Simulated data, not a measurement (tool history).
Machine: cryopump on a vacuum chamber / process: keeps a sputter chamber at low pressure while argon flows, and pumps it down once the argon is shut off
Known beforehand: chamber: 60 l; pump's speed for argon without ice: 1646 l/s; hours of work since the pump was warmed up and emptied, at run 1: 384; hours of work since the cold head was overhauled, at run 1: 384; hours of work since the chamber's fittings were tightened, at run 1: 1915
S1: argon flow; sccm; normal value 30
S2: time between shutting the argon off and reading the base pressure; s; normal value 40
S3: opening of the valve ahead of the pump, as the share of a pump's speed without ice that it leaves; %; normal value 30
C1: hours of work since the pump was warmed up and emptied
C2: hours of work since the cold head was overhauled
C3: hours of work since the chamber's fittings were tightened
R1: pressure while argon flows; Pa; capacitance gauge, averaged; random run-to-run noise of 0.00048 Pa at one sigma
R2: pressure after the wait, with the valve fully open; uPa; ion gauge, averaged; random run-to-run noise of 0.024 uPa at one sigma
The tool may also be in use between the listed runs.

run 1 hour=0.0 | S1=30 S2=40 S3=30 | C1=384 C2=384 C3=1915 | R1=0.1083 R2=2.61
run 2 hour=57.6 | S1=30 S2=40 S3=30 | C1=419 C2=419 C3=1949 | R1=0.1076 R2=2.79
run 3 hour=118.4 | S1=30 S2=40 S3=30 | C1=455 C2=455 C3=1986 | R1=0.1086 R2=2.72
run 4 hour=175.1 | S1=30 S2=40 S3=30 | C1=490 C2=490 C3=2020 | R1=0.1090 R2=2.91
run 5 hour=226.3 | S1=30 S2=40 S3=30 | C1=520 C2=520 C3=2051 | R1=0.1106 R2=2.86
-- hour=250.5 pump warmed up, emptied and cooled again
run 6 hour=266.7 | S1=30 S2=40 S3=30 | C1=10 C2=542 C3=2072 | R1=0.1029 R2=2.54
run 7 hour=319.5 | S1=30 S2=40 S3=16 | C1=42 C2=574 C3=2104 | R1=0.1936 R2=2.58
run 8 hour=352.5 | S1=30 S2=40 S3=16 | C1=61 C2=594 C3=2124 | R1=0.1933 R2=2.64
run 9 hour=392.3 | S1=54 S2=60 S3=17 | C1=85 C2=617 C3=2148 | R1=0.3275 R2=2.46
-- hour=423.3 leaking fittings of the chamber tightened, without venting
run 10 hour=452.4 | S1=27 S2=24 S3=30 | C1=120 C2=652 C3=18 | R1=0.0941 R2=1.34
run 11 hour=492.2 | S1=27 S2=24 S3=30 | C1=144 C2=676 C3=42 | R1=0.0938 R2=1.39
run 12 hour=528.5 | S1=33 S2=74 S3=46 | C1=166 C2=698 C3=63 | R1=0.0755 R2=0.65
run 13 hour=571.5 | S1=33 S2=74 S3=46 | C1=192 C2=724 C3=89 | R1=0.0759 R2=0.65

Predict each of these 4 candidate next runs independently; none follows another, all start after run 13:
run A hour=609.0 | S1=30 S2=40 S3=33 | C1=215 C2=747 C3=112 | R1=? R2=?
run B hour=609.0 | S1=40 S2=22 S3=46 | C1=215 C2=747 C3=112 | R1=? R2=?
run C hour=609.0 | S1=14 S2=40 S3=30 | C1=215 C2=747 C3=112 | R1=? R2=?
run D hour=609.0 | S1=33 S2=38 S3=46 | C1=215 C2=747 C3=112 | R1=? R2=?

run=A R1=0.0967 R2=0.95
run=B R1=0.0941 R2=1.52
run=C R1=0.0495 R2=0.96
run=D R1=0.0764 R2=1.00
Stripped of hidden state, with their random variation kept, the same runs would have yielded:
run=A R1=0.0940 R2=0.80
run=B R1=0.0904 R2=1.37
run=C R1=0.0482 R2=0.82
run=D R1=0.0734 R2=0.86

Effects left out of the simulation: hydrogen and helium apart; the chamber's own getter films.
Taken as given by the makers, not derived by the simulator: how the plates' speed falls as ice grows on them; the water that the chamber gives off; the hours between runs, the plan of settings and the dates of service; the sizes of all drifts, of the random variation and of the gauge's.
